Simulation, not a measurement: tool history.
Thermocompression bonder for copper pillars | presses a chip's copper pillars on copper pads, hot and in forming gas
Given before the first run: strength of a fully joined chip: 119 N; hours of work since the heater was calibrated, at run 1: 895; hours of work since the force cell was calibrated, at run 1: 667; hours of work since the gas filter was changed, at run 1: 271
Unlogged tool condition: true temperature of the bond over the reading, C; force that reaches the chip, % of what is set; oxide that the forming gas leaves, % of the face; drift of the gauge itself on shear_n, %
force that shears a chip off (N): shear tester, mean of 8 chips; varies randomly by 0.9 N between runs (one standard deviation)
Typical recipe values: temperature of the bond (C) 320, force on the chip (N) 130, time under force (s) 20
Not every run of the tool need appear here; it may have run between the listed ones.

| run | hour | temperature of the bond (C) | force on the chip (N) | time under force (s) | hours of work since the heater was calibrated | hours of work since the force cell was calibrated | hours of work since the gas filter was changed | force that shears a chip off (N) |
|---|---|---|---|---|---|---|---|---|
| 1 | 0.0 | 320 | 130 | 20 | 895 | 667 | 271 | 77.0 |
| 2 | 83.7 | 320 | 130 | 20 | 960 | 732 | 336 | 76.8 |
| 3 | 170.5 | 320 | 130 | 51 | 1028 | 800 | 404 | 94.8 |
|  | 211.6 | forming gas filter changed |
| 4 | 234.5 | 345 | 130 | 51 | 1077 | 849 | 18 | 109.5 |
| 5 | 294.4 | 345 | 130 | 51 | 1124 | 896 | 64 | 108.5 |
| 6 | 333.3 | 320 | 130 | 23 | 1154 | 926 | 95 | 82.6 |
| 7 | 381.5 | 315 | 130 | 23 | 1192 | 964 | 132 | 80.4 |
| 8 | 420.3 | 320 | 130 | 20 | 1222 | 994 | 163 | 82.1 |
| 9 | 479.3 | 320 | 130 | 20 | 1268 | 1040 | 209 | 81.1 |
| 10 | 523.3 | 320 | 130 | 20 | 1303 | 1075 | 243 | 78.8 |
| 11 | 578.8 | 315 | 130 | 20 | 1346 | 1118 | 286 | 76.7 |
| 12 | 658.7 | 315 | 130 | 20 | 1408 | 1180 | 348 | 76.9 |
| 13 | 706.2 | 303 | 130 | 20 | 1445 | 1217 | 385 | 70.7 |
| 14 | 766.3 | 303 | 130 | 20 | 1492 | 1264 | 432 | 68.6 |
|  | 770.8 | forming gas filter changed |
| 15 | 833.1 | 320 | 82 | 20 | 1544 | 1316 | 49 | 67.4 |
| 16 | 901.9 | 320 | 82 | 20 | 1597 | 1369 | 102 | 65.8 |
| 17 | 969.3 | 320 | 82 | 20 | 1650 | 1422 | 155 | 66.5 |
| 18 | 1054.2 | 320 | 130 | 20 | 1716 | 1488 | 221 | 80.5 |
|  | 1127.0 | heater calibrated with a thermocouple chip |
| 19 | 1127.0 | 306 | 130 | 20 | 0 | 1543 | 276 | 66.7 |
| 20 | 1169.2 | 306 | 130 | 20 | 33 | 1576 | 309 | 65.4 |
| 21 | 1254.8 | 299 | 83 | 14 | 100 | 1643 | 376 | 40.7 |
| 22 | 1300.7 | 298 | 83 | 29 | 135 | 1679 | 411 | 54.3 |
|  | 1335.7 | forming gas filter changed |
| 23 | 1373.1 | 298 | 123 | 16 | 191 | 1735 | 29 | 56.4 |
| 24 | 1448.9 | 298 | 123 | 16 | 251 | 1794 | 88 | 57.8 |
| 25 | 1522.3 | 298 | 123 | 16 | 308 | 1851 | 145 | 56.3 |
| 26 | 1606.3 | 293 | 166 | 16 | 373 | 1916 | 211 | 63.0 |
|  | 1645.2 | force cell calibrated |
| 27 | 1650.7 | 297 | 115 | 23 | 407 | 4 | 244 | 59.3 |

The next listed run, before its measurement:
| 28 | 1737.6 | 297 | 115 | 23 | 474 | 72 | 312 | ? |

Run 28 produced force that shears a chip off (N) 58.4.
With no hidden state in the tool, this same run would have given force that shears a chip off (N) 58.9.

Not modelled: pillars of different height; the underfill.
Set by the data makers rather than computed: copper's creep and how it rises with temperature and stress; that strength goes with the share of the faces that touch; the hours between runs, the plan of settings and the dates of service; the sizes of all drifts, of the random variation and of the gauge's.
